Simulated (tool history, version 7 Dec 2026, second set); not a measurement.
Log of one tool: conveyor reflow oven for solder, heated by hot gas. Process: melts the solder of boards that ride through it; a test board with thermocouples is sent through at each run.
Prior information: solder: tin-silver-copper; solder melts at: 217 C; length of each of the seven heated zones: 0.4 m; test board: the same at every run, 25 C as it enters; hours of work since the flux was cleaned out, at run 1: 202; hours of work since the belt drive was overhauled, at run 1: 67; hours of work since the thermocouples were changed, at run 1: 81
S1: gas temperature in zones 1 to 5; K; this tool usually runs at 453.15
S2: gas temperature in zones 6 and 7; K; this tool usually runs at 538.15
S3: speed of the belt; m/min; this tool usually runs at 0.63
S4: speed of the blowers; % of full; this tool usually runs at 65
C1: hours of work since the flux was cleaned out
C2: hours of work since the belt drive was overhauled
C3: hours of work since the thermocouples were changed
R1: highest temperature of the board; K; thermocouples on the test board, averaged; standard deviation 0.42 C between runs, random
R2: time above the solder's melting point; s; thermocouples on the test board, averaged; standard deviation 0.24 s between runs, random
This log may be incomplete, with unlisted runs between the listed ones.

{"run": 1, "day": 0.0, "S1": 453.15, "S2": 538.15, "S3": 0.63, "S4": 65, "C1": 202, "C2": 67, "C3": 81, "R1": 525.55, "R2": 59.9}
{"run": 2, "day": 0.204, "S1": 453.15, "S2": 538.15, "S3": 0.63, "S4": 65, "C1": 205, "C2": 69, "C3": 83, "R1": 525.35, "R2": 60.2}
{"run": 3, "day": 0.629, "S1": 453.15, "S2": 538.15, "S3": 0.63, "S4": 65, "C1": 209, "C2": 74, "C3": 87, "R1": 524.85, "R2": 60.4}
{"run": 4, "day": 1.088, "S1": 453.15, "S2": 550.15, "S3": 0.63, "S4": 65, "C1": 214, "C2": 79, "C3": 93, "R1": 535.65, "R2": 66.8}
{"run": 5, "day": 1.338, "S1": 453.15, "S2": 538.15, "S3": 0.63, "S4": 65, "C1": 217, "C2": 82, "C3": 95, "R1": 525.65, "R2": 59.9}
{"run": 6, "day": 1.571, "S1": 453.15, "S2": 538.15, "S3": 0.63, "S4": 65, "C1": 220, "C2": 84, "C3": 98, "R1": 526.05, "R2": 60}
{"run": 7, "day": 1.767, "S1": 453.15, "S2": 538.15, "S3": 0.63, "S4": 56, "C1": 222, "C2": 86, "C3": 100, "R1": 523.55, "R2": 58}
{"run": 8, "day": 1.983, "S1": 455.15, "S2": 538.15, "S3": 0.63, "S4": 65, "C1": 224, "C2": 89, "C3": 102, "R1": 526.05, "R2": 60.6}
{"run": 9, "day": 2.317, "S1": 453.15, "S2": 538.15, "S3": 0.63, "S4": 65, "C1": 228, "C2": 93, "C3": 106, "R1": 525.45, "R2": 59.9}
{"run": 10, "day": 2.608, "S1": 453.15, "S2": 538.15, "S3": 0.63, "S4": 65, "C1": 231, "C2": 96, "C3": 109, "R1": 525.15, "R2": 59.9}
{"run": 11, "day": 3.062, "S1": 453.15, "S2": 538.15, "S3": 0.63, "S4": 65, "C1": 236, "C2": 101, "C3": 114, "R1": 525.05, "R2": 60.2}
{"run": 12, "day": 3.433, "S1": 453.15, "S2": 538.15, "S3": 0.63, "S4": 65, "C1": 240, "C2": 105, "C3": 118, "R1": 525.55, "R2": 60}
{"run": 13, "day": 3.638, "S1": 453.15, "S2": 538.15, "S3": 0.63, "S4": 65, "C1": 243, "C2": 107, "C3": 121, "R1": 525.85, "R2": 60}
{"run": 14, "day": 3.838, "S1": 453.15, "S2": 538.15, "S3": 0.63, "S4": 65, "C1": 245, "C2": 109, "C3": 123, "R1": 525.25, "R2": 59.8}
{"run": 15, "day": 4.096, "S1": 453.15, "S2": 538.15, "S3": 0.63, "S4": 65, "C1": 248, "C2": 112, "C3": 126, "R1": 525.15, "R2": 59.9}
{"run": 16, "day": 4.388, "S1": 453.15, "S2": 538.15, "S3": 0.749, "S4": 65, "C1": 251, "C2": 115, "C3": 129, "R1": 519.95, "R2": 45.1}
{"run": 17, "day": 4.762, "S1": 452.15, "S2": 540.15, "S3": 0.66, "S4": 66, "C1": 255, "C2": 120, "C3": 133, "R1": 526.05, "R2": 57.2}
{"run": 18, "day": 4.996, "S1": 457.15, "S2": 545.15, "S3": 0.696, "S4": 54, "C1": 258, "C2": 122, "C3": 136, "R1": 526.25, "R2": 54.2}
{"run": 19, "day": 5.262, "S1": 447.15, "S2": 534.15, "S3": 0.506, "S4": 85, "C1": 260, "C2": 125, "C3": 139, "R1": 528.85, "R2": 77.8}
{"run": 20, "day": 5.525, "S1": 447.15, "S2": 534.15, "S3": 0.506, "S4": 52, "C1": 263, "C2": 128, "C3": 141, "R1": 523.65, "R2": 71.6}
{"run": 21, "day": 5.838, "S1": 465.15, "S2": 529.15, "S3": 0.681, "S4": 83, "C1": 267, "C2": 131, "C3": 145, "R1": 519.25, "R2": 57.3}
{"run": 22, "day": 6.083, "S1": 465.15, "S2": 529.15, "S3": 0.681, "S4": 83, "C1": 270, "C2": 134, "C3": 148, "R1": 520.05, "R2": 57.6}
{"run": 23, "day": 6.471, "S1": 453.15, "S2": 538.15, "S3": 0.63, "S4": 66, "C1": 274, "C2": 138, "C3": 152, "R1": 525.05, "R2": 60.4}
{"run": 24, "day": 6.758, "S1": 446.15, "S2": 545.15, "S3": 0.534, "S4": 66, "C1": 277, "C2": 142, "C3": 155, "R1": 534.35, "R2": 75.6}
{"run": 25, "day": 6.95, "S1": 446.15, "S2": 534.15, "S3": 0.534, "S4": 72, "C1": 279, "C2": 144, "C3": 157, "R1": 525.95, "R2": 70.5}
{"run": 26, "day": 7.162, "S1": 453.15, "S2": 538.15, "S3": 0.501, "S4": 53, "C1": 281, "C2": 146, "C3": 160, "R1": 528.55, "R2": 79.2}
{"run": 27, "day": 7.367, "S1": 456.15, "S2": 544.15, "S3": 0.63, "S4": 65, "C1": 284, "C2": 148, "C3": 162, "R1": 530.85, "R2": 64.4}
{"run": 28, "day": 7.579, "S1": 442.15, "S2": 527.15, "S3": 0.63, "S4": 62, "C1": 286, "C2": 151, "C3": 164, "R1": 512.75, "R2": 44.9}
{"run": 29, "day": 8.021, "S1": 453.15, "S2": 534.15, "S3": 0.63, "S4": 65, "C1": 291, "C2": 155, "C3": 169, "R1": 521.65, "R2": 56.6}
{"run": 30, "day": 8.271, "S1": 452.15, "S2": 538.15, "S3": 0.506, "S4": 65, "C1": 294, "C2": 158, "C3": 172, "R1": 530.25, "R2": 79.6}
{"run": 31, "day": 8.562, "S1": 452.15, "S2": 538.15, "S3": 0.506, "S4": 65, "C1": 297, "C2": 161, "C3": 175, "R1": 529.05, "R2": 79.5}

4 ways to go on from here, each from the tool as it stands after run 31. What would each give?
{"run": "A", "day": 8.975, "S1": 466.15, "S2": 538.15, "S3": 0.58, "S4": 65, "C1": 301, "C2": 166, "C3": 180, "R1": "?", "R2": "?"}
{"run": "B", "day": 8.975, "S1": 465.15, "S2": 527.15, "S3": 0.63, "S4": 66, "C1": 301, "C2": 166, "C3": 180, "R1": "?", "R2": "?"}
{"run": "C", "day": 8.975, "S1": 452.15, "S2": 542.15, "S3": 0.506, "S4": 52, "C1": 301, "C2": 166, "C3": 180, "R1": "?", "R2": "?"}
{"run": "D", "day": 8.975, "S1": 458.15, "S2": 538.15, "S3": 0.63, "S4": 65, "C1": 301, "C2": 166, "C3": 180, "R1": "?", "R2": "?"}

run=A R1=528.15 R2=74.6
run=B R1=516.35 R2=59.5
run=C R1=531.35 R2=79.9
run=D R1=524.85 R2=62.6
With the hidden condition removed and each run's random variation left untouched, the same runs would have given:
run=A R1=529.85 R2=75.3
run=B R1=518.05 R2=61
run=C R1=532.85 R2=80.8
run=D R1=526.75 R2=63.9
